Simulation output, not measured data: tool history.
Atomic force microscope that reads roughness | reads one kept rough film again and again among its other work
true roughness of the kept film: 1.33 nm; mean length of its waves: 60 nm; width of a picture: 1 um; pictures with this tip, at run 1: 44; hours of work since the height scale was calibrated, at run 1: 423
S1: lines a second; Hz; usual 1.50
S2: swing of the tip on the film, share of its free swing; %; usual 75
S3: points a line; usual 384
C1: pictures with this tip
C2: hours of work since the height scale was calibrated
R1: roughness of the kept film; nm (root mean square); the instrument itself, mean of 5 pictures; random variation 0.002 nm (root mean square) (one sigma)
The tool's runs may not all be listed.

| run | hour | S1 | S2 | S3 | C1 | C2 | R1 |
|---|---|---|---|---|---|---|---|
| 1 | 0.0 | 1.50 | 75 | 384 | 44 | 423 | 1.220 |
| 2 | 15.6 | 1.50 | 75 | 384 | 77 | 434 | 1.214 |
| 3 | 27.4 | 1.64 | 75 | 384 | 102 | 442 | 1.205 |
| 4 | 46.4 | 1.50 | 75 | 384 | 141 | 456 | 1.206 |
| 5 | 64.1 | 1.50 | 75 | 325 | 179 | 468 | 1.198 |
| 6 | 85.9 | 1.50 | 75 | 325 | 224 | 483 | 1.199 |
| 7 | 103.4 | 1.50 | 75 | 404 | 261 | 496 | 1.192 |
| 8 | 124.6 | 1.50 | 75 | 404 | 305 | 511 | 1.184 |
|  | 128.2 | new tip fitted |
| 9 | 140.8 | 1.50 | 75 | 384 | 26 | 522 | 1.221 |
| 10 | 168.9 | 1.50 | 75 | 384 | 85 | 541 | 1.215 |
| 11 | 196.3 | 1.50 | 75 | 913 | 142 | 560 | 1.208 |
| 12 | 218.1 | 1.50 | 75 | 913 | 188 | 576 | 1.204 |
| 13 | 239.4 | 1.50 | 75 | 913 | 233 | 591 | 1.200 |
| 14 | 261.5 | 1.97 | 75 | 913 | 279 | 606 | 1.167 |
|  | 278.2 | new tip fitted |
| 15 | 282.1 | 1.97 | 75 | 913 | 8 | 620 | 1.205 |
| 16 | 305.1 | 1.97 | 75 | 913 | 56 | 636 | 1.197 |
| 17 | 329.0 | 1.97 | 75 | 913 | 106 | 653 | 1.190 |
| 18 | 342.5 | 0.72 | 81 | 913 | 134 | 662 | 1.242 |
| 19 | 360.6 | 0.72 | 81 | 913 | 172 | 675 | 1.235 |
| 20 | 375.5 | 1.50 | 67 | 346 | 203 | 686 | 1.231 |
| 21 | 391.6 | 1.50 | 58 | 555 | 237 | 697 | 1.251 |
| 22 | 404.1 | 0.69 | 67 | 384 | 263 | 706 | 1.254 |
| 23 | 416.5 | 1.25 | 58 | 339 | 289 | 714 | 1.248 |
|  | 429.0 | new tip fitted |
| 24 | 441.5 | 1.60 | 74 | 384 | 26 | 732 | 1.222 |
| 25 | 470.0 | 0.61 | 83 | 859 | 86 | 751 | 1.252 |
| 26 | 489.1 | 1.71 | 71 | 314 | 126 | 765 | 1.218 |
| 27 | 514.2 | 1.29 | 75 | 621 | 179 | 782 | 1.220 |
| 28 | 540.3 | 1.06 | 56 | 310 | 233 | 801 | 1.268 |
| 29 | 552.3 | 1.81 | 78 | 386 | 258 | 809 | 1.165 |
| 30 | 568.8 | 1.81 | 78 | 386 | 293 | 821 | 1.155 |

Forecast each of these 5 alternatives for the next run:
|  | 579.0 | new tip fitted |
| A | 596.3 | 0.53 | 78 | 386 | 36 | 840 | ? |
|  | 579.0 | new tip fitted |
| B | 596.3 | 3.29 | 75 | 384 | 36 | 840 | ? |
|  | 579.0 | new tip fitted |
| C | 596.3 | 0.89 | 79 | 384 | 36 | 840 | ? |
|  | 579.0 | new tip fitted |
| D | 596.3 | 0.67 | 73 | 504 | 36 | 840 | ? |
|  | 579.0 | new tip fitted |
| E | 596.3 | 2.04 | 78 | 268 | 36 | 840 | ? |

| run | R1 |
|---|---|
| A | 1.276 |
| B | 1.132 |
| C | 1.250 |
| D | 1.278 |
| E | 1.174 |
Without the tool's hidden state the same runs would have given:
| run | R1 |
|---|---|
| A | 1.270 |
| B | 1.127 |
| C | 1.244 |
| D | 1.272 |
| E | 1.169 |
